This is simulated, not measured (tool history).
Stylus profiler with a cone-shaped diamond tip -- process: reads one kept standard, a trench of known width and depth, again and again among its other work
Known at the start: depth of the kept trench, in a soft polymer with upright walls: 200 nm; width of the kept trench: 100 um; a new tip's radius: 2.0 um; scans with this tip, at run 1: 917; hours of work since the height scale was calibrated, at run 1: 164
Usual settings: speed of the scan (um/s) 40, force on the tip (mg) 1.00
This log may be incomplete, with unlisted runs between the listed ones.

run,hour,speed of the scan (um/s),force on the tip (mg),scans with this tip,hours of work since the height scale was calibrated,depth of the trench (nm),width of the trench's floor (um)
1,0.0,40,1.00,917,164,201.76,97.93
2,12.1,40,1.00,950,169,201.66,97.94
3,25.2,40,1.00,985,176,201.79,97.95
4,40.1,40,1.78,1025,183,202.61,97.99
5,49.7,40,1.78,1051,188,202.71,98.01
6,59.7,40,1.00,1078,192,201.70,97.94
7,68.4,40,0.38,1101,197,200.92,97.80
8,85.0,40,0.38,1146,205,200.84,97.79
9,103.0,82,1.00,1195,213,201.67,97.67
10,112.2,82,1.00,1220,218,201.71,97.69
11,127.2,40,1.00,1260,225,201.60,97.95
12,139.9,40,1.00,1294,231,201.69,97.99
13,149.6,40,1.00,1321,236,201.58,97.96
14,167.1,40,1.00,1368,244,201.66,97.93
15,182.7,40,1.00,1410,252,201.69,97.96
16,198.4,40,0.64,1452,259,201.16,97.94
17,212.4,40,0.64,1490,266,201.16,97.86
18,226.4,40,2.23,1528,273,203.09,98.04
19,238.6,40,1.76,1561,278,202.64,98.01
20,254.1,40,1.00,1602,286,201.74,97.96
21,271.4,40,1.00,1649,294,201.66,97.90
22,279.5,40,1.00,1671,298,201.70,97.99
23,295.3,40,1.00,1713,306,201.61,97.91
24,307.8,40,1.00,1747,312,201.59,97.96
25,323.4,67,0.78,1789,319,201.36,97.65
26,334.8,14,2.50,1820,325,203.24,98.18
27,349.8,14,2.50,1860,332,203.12,98.13
28,366.2,34,0.81,1905,340,201.39,97.99
29,380.5,71,0.43,1943,347,200.82,97.47
30,390.9,16,2.82,1971,352,203.62,98.17
31,406.6,40,0.90,2013,359,201.46,97.91
32,414.6,40,0.90,2035,363,201.44,97.93
33,428.5,140,0.45,2073,370,200.87,96.71
34,446.7,20,2.11,2122,379,202.86,98.13
35,455.3,20,2.11,2145,383,202.81,98.09
36,464.4,20,2.11,2169,387,202.68,98.17
37,480.0,98,0.64,2211,395,201.04,97.34
38,492.5,71,0.76,2245,401,201.25,97.63
39,506.3,102,0.77,2282,407,201.27,97.35
40,516.0,102,0.77,2309,412,201.33,97.35
41,532.1,56,0.84,2352,420,201.33,97.81
42,549.9,35,1.95,2400,428,202.56,98.06
43,558.0,58,0.97,2422,432,201.54,97.78
44,567.4,58,0.97,2447,437,201.59,97.79
45,575.0,58,0.97,2468,440,201.50,97.74
46,585.8,139,2.60,2497,445,203.16,97.56

Branching from run 46: 5 alternative next runs. What would each branch give?
A,600.8,57,2.01,2537,453,?,?
B,600.8,32,0.71,2537,453,?,?
C,600.8,49,1.00,2537,453,?,?
D,600.8,90,1.00,2537,453,?,?
E,600.8,70,2.60,2537,453,?,?

run,depth of the trench (nm),width of the trench's floor (um)
A,202.55,97.92
B,201.21,97.92
C,201.62,97.77
D,201.42,97.58
E,203.33,97.86
Had the tool no hidden state, the same runs would have come out as:
run,depth of the trench (nm),width of the trench's floor (um)
A,202.87,97.97
B,201.53,97.97
C,201.95,97.82
D,201.74,97.63
E,203.66,97.91

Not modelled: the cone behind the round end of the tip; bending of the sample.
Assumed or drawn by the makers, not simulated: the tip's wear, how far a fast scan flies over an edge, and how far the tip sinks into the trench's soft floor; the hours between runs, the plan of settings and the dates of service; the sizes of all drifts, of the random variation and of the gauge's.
